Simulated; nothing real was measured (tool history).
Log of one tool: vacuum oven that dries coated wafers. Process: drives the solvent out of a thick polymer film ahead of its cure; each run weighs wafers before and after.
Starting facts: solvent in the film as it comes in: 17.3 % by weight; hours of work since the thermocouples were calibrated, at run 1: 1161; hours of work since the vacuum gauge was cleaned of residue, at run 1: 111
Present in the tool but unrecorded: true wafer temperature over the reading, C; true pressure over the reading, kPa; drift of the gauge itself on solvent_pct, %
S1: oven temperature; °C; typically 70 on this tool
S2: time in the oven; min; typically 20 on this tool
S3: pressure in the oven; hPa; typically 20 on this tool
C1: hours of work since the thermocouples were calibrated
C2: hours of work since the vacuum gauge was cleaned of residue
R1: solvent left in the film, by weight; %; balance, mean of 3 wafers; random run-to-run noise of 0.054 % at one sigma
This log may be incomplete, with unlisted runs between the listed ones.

Run 1, hour 0: usual settings; C1 1161; C2 111. Result: R1 2.53 %.
Run 2, hour 11.1: usual settings; C1 1168; C2 118. Result: R1 2.56 %.
Run 3, hour 23.5: usual settings; C1 1176; C2 126. Result: R1 2.51 %.
Run 4, hour 32.7: usual settings; C1 1182; C2 132. Result: R1 2.46 %.
Run 5, hour 43.5: usual settings; C1 1189; C2 138. Result: R1 2.55 %.
Run 6, hour 51.1: usual settings; C1 1194; C2 143. Result: R1 2.49 %.
Run 7, hour 58.9: usual settings; C1 1199; C2 148. Result: R1 2.54 %.
Run 8, hour 67.3: usual settings; C1 1204; C2 154. Result: R1 2.48 %.
Run 9, hour 76.1: usual settings; C1 1210; C2 159. Result: R1 2.61 %.
Run 10, hour 87.8: usual settings but S1 64 °C; C1 1217; C2 167. Result: R1 4.39 %.
Run 11, hour 96.7: usual settings; C1 1223; C2 172. Result: R1 2.59 %.
Run 12, hour 105.9: usual settings; C1 1229; C2 178. Result: R1 2.61 %.
Run 13, hour 121.7: usual settings but S1 56 °C; C1 1239; C2 188. Result: R1 7.5 %.
Run 14, hour 129.1: usual settings; C1 1244; C2 193. Result: R1 2.68 %.
At hour 131.9: oven's thermocouples calibrated.
Run 15, hour 138.7: usual settings; C1 4; C2 198. Result: R1 3.13 %.
Run 16, hour 151: usual settings; C1 12; C2 206. Result: R1 3.01 %.
Run 17, hour 160.7: usual settings; C1 18; C2 212. Result: R1 3.06 %.
Run 18, hour 174: usual settings but S1 82 °C, S2 22 min, S3 43.7 hPa; C1 27; C2 221. Result: R1 1.94 %.
Run 19, hour 182.4: usual settings but S1 79 °C, S2 29 min; C1 32; C2 226. Result: R1 0.93 %.
Run 20, hour 194: usual settings but S1 79 °C, S2 29 min; C1 40; C2 233. Result: R1 0.98 %.
Run 21, hour 209.1: usual settings but S1 79 °C, S2 29 min; C1 49; C2 243. Result: R1 1 %.
At hour 222.9: oven's thermocouples calibrated, once more.
Run 22, hour 222.9: usual settings but S1 79 °C, S2 29 min; C1 0; C2 251. Result: R1 0.75 %.
Run 23, hour 229.4: usual settings but S1 79 °C, S2 29 min; C1 4; C2 255. Result: R1 0.85 %.
Run 24, hour 239.4: usual settings but S1 79 °C, S2 29 min, S3 45.4 hPa; C1 11; C2 261. Result: R1 1.62 %.
Run 25, hour 248.4: usual settings but S1 79 °C, S2 29 min, S3 45.4 hPa; C1 16; C2 267. Result: R1 1.78 %.

What does the tool deliver on the next run?
Run 26, hour 262.8: usual settings but S1 66 °C, S2 33 min, S3 23.6 hPa; C1 26; C2 276. Result: R1 ?.

{"run 26": {"R1": 1.88}}
With the hidden condition absent and the run-to-run variation left alone, this run would have shown R1 1.87 %.
